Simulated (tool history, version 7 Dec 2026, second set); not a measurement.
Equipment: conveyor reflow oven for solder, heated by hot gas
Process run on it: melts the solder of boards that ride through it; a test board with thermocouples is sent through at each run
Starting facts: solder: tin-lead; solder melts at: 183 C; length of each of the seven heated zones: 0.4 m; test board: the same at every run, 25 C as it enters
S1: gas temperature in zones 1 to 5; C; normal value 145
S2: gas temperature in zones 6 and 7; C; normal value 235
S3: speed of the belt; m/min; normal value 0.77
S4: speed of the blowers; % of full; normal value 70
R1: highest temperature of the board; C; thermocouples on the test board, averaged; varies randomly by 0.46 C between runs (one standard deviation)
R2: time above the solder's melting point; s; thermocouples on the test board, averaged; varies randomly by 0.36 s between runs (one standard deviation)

run,hour,S1,S2,S3,S4,R1,R2
1,0,145,235,0.77,70,222.9,52.5
2,10,145,235,0.77,70,223.2,52.5
3,25.9,145,235,0.77,70,223.1,52.1
4,36.1,145,235,0.77,70,223.1,52.4
5,46.8,145,235,0.77,70,222.3,52.3
6,59.1,145,242,0.77,70,228.4,55.5
7,69.2,145,235,0.829,70,220.8,47.2
8,76.6,143,235,0.77,70,223.4,51.9
9,92.5,145,235,0.77,83,223.8,53.3
10,106.3,145,235,0.77,83,224.4,53.1
11,118.5,145,235,0.77,83,223.9,52.9
12,132.9,145,235,0.77,83,224.2,53.6
13,149,145,235,0.77,83,223.5,53.9
14,158.6,145,235,0.77,54,219.7,50.6
15,169.4,145,235,0.77,70,222.9,51.5
16,184.3,158,249,0.885,71,233.1,53.6
17,196.9,143,235,0.781,50,218,47.5
18,210.7,143,235,0.781,50,218,47.9
19,227,133,235,0.758,70,221.4,48.5
20,242.1,134,235,0.77,74,221.3,48.9
21,256.4,134,238,0.77,74,224.6,49.9
22,267.6,134,238,0.77,74,224.6,49.4
23,279.9,140,224,0.77,74,212.2,44.5
24,295.6,145,250,0.789,70,234.9,56.2
25,310.8,145,250,0.789,70,233.9,56.4
26,319.3,145,250,0.789,70,234.8,56.8
27,329,145,241,0.77,70,228.1,54.8
28,345.9,145,233,0.637,58,223.9,65
29,354.4,145,236,0.698,70,225.4,59.7
30,370.6,145,236,0.698,70,224.6,59.6

Predict each of these 5 candidate next runs independently; none follows another, all start after run 30:
A,385.5,159,236,0.63,83,?,?
B,385.5,141,229,0.698,88,?,?
C,385.5,145,248,0.698,70,?,?
D,385.5,135,247,0.77,53,?,?
E,385.5,156,238,0.822,70,?,?

run,R1,R2
A,231,74.2
B,220.3,56.3
C,236.6,65
D,228,51.9
E,223.5,53.3
Had the tool no hidden state, the same runs would have come out as:
run,R1,R2
A,230.5,73.6
B,220.3,56.6
C,236.8,64.7
D,228.5,52
E,223.9,53.3
